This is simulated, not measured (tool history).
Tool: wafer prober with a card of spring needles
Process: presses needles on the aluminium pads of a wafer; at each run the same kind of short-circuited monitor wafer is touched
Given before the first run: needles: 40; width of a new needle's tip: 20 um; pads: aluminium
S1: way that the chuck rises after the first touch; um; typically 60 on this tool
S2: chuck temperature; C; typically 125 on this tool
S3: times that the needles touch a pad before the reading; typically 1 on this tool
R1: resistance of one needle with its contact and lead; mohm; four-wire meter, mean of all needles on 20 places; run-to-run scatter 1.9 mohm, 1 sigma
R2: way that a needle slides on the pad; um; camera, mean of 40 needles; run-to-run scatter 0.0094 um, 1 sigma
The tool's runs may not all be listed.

run	day	S1	S2	S3	R1	R2
1	0	60	125	1	283	15.898
# day 1.129: tips cleaned on abrasive film
# day 2.533: tips cleaned on abrasive film
2	2.733	51	125	1	273	13.453
# day 3.546: height of the first contact set anew
# day 4.012: tips cleaned on abrasive film
3	4.762	51	125	1	348	13.346
# day 5.492: tips cleaned on abrasive film
# day 7.05: tips cleaned on abrasive film
4	8.088	51	125	1	392	13.322
# day 8.7: tips cleaned on abrasive film
# day 9.725: height of the first contact set anew, once more
5	9.875	42	125	1	475	11.208
# day 10.138: tips cleaned on abrasive film
# day 11.708: tips cleaned on abrasive film
6	12.254	60	30	1	288	15.97
# day 13.2: tips cleaned on abrasive film
# day 14.771: tips cleaned on abrasive film
7	15.062	60	30	1	252	15.939
# day 16.2: tips cleaned on abrasive film
8	16.929	60	125	1	303	15.925
# day 17.646: tips cleaned on abrasive film
# day 19.317: tips cleaned on abrasive film
9	20.342	60	125	1	332	15.894
# day 20.817: tips cleaned on abrasive film
# day 21.804: height of the first contact set anew
# day 22.292: tips cleaned on abrasive film
10	22.954	60	125	1	309	16
# day 23.867: tips cleaned on abrasive film
# day 25.392: tips cleaned on abrasive film
11	25.862	60	125	1	279	15.983
# day 26.796: tips cleaned on abrasive film
12	28.104	60	125	1	330	15.96
# day 28.258: tips cleaned on abrasive film
# day 29.783: tips cleaned on abrasive film
# day 31.346: tips cleaned on abrasive film
13	31.346	60	125	2	204	15.91
# day 32.771: tips cleaned on abrasive film
# day 33.912: height of the first contact set anew
14	33.912	74	125	1	287	19.777
# day 34.212: tips cleaned on abrasive film
# day 35.617: tips cleaned on abrasive film
15	35.917	49	125	1	286	13.05
# day 37.238: tips cleaned on abrasive film
16	38.538	74	50	2	246	19.687
# day 38.733: tips cleaned on abrasive film
# day 40.225: tips cleaned on abrasive film
17	40.329	45	29	1	253	11.899
# day 41.692: tips cleaned on abrasive film
18	42.538	75	37	1	261	19.91
# day 43.338: tips cleaned on abrasive film
# day 44.75: tips cleaned on abrasive film
# day 45.967: height of the first contact set anew
19	45.967	75	37	1	281	20.019
# day 46.204: tips cleaned on abrasive film
# day 47.754: tips cleaned on abrasive film
# day 49.179: tips cleaned on abrasive film
20	49.279	60	125	1	236	15.972
# day 50.788: tips cleaned on abrasive film
21	51.492	58	125	1	323	15.402
# day 52.254: tips cleaned on abrasive film
22	53.371	58	119	2	286	15.388
# day 53.854: tips cleaned on abrasive film
# day 55.533: tips cleaned on abrasive film
23	56.283	58	119	2	269	15.359
# day 57.008: tips cleaned on abrasive film
# day 58.021: height of the first contact set anew
# day 58.538: tips cleaned on abrasive film
24	59.396	58	119	2	276	15.457
# day 60.067: tips cleaned on abrasive film
25	60.833	60	28	1	313	15.978
# day 61.558: tips cleaned on abrasive film
# day 62.992: tips cleaned on abrasive film
26	63.154	63	27	1	225	16.742
# day 64.612: tips cleaned on abrasive film
27	65.746	60	71	1	346	15.92
# day 66.046: tips cleaned on abrasive film
28	67.296	60	71	1	348	15.893
# day 67.479: tips cleaned on abrasive film
# day 68.908: tips cleaned on abrasive film
29	69.362	60	85	1	302	15.855
# day 70.104: height of the first contact set anew
# day 70.354: tips cleaned on abrasive film
# day 71.933: tips cleaned on abrasive film
30	72.242	60	31	1	258	15.99

Alternative continuations, all from the tool just after run 30; predict every row:
# day 73.533: tips cleaned on abrasive film
# day 74.971: tips cleaned on abrasive film
A	75.608	60	31	3	?	?
# day 73.533: tips cleaned on abrasive film
# day 74.971: tips cleaned on abrasive film
B	75.608	60	64	3	?	?
# day 73.533: tips cleaned on abrasive film
# day 74.971: tips cleaned on abrasive film
C	75.608	70	94	1	?	?
# day 73.533: tips cleaned on abrasive film
# day 74.971: tips cleaned on abrasive film
D	75.608	60	125	2	?	?

run	R1	R2
A	226	15.945
B	233	15.928
C	278	18.602
D	269	15.936
Had the tool no hidden state, the same runs would have come out as:
run	R1	R2
A	177	16.026
B	185	16.008
C	188	18.682
D	199	16.017
